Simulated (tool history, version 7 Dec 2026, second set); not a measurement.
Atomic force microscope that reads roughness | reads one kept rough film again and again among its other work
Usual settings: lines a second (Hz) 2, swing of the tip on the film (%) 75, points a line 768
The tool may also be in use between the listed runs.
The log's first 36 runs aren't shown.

run,day,lines a second (Hz),swing of the tip on the film (%),points a line,roughness of the kept film (nm (root mean square))
# day 43.208: new tip fitted
37,44.038,2,59,624,1.521
38,45.6,2,81,339,1.365
39,46.617,2,75,514,1.396
40,48.208,1.85,75,310,1.389
41,49.162,1.85,75,310,1.388
# day 49.429: new tip fitted
42,50.117,0.55,68,748,1.545
43,51.033,1.56,68,787,1.49
44,52.612,1.56,68,787,1.461
45,53.896,1.24,75,328,1.43
46,54.696,0.7,68,527,1.48
# day 55.588: new tip fitted
47,56.275,2,56,768,1.538
48,57.733,2,56,768,1.514
49,59.075,1.62,56,852,1.508
50,60.108,0.65,58,291,1.506
51,61.45,0.65,58,291,1.482
# day 61.717: new tip fitted
52,63.083,1.97,63,406,1.497

5 ways to go on from here, each from the tool as it stands after run 52. What would each give?
A,64.067,1.97,90,406,?
B,64.067,0.57,68,406,?
C,64.067,0.77,63,406,?
D,64.067,1.97,70,451,?
E,64.067,1.15,75,505,?

run,roughness of the kept film (nm (root mean square))
A,1.306
B,1.524
C,1.522
D,1.455
E,1.48
Without the tool's hidden state the same runs would have given:
run,roughness of the kept film (nm (root mean square))
A,1.327
B,1.549
C,1.546
D,1.479
E,1.504
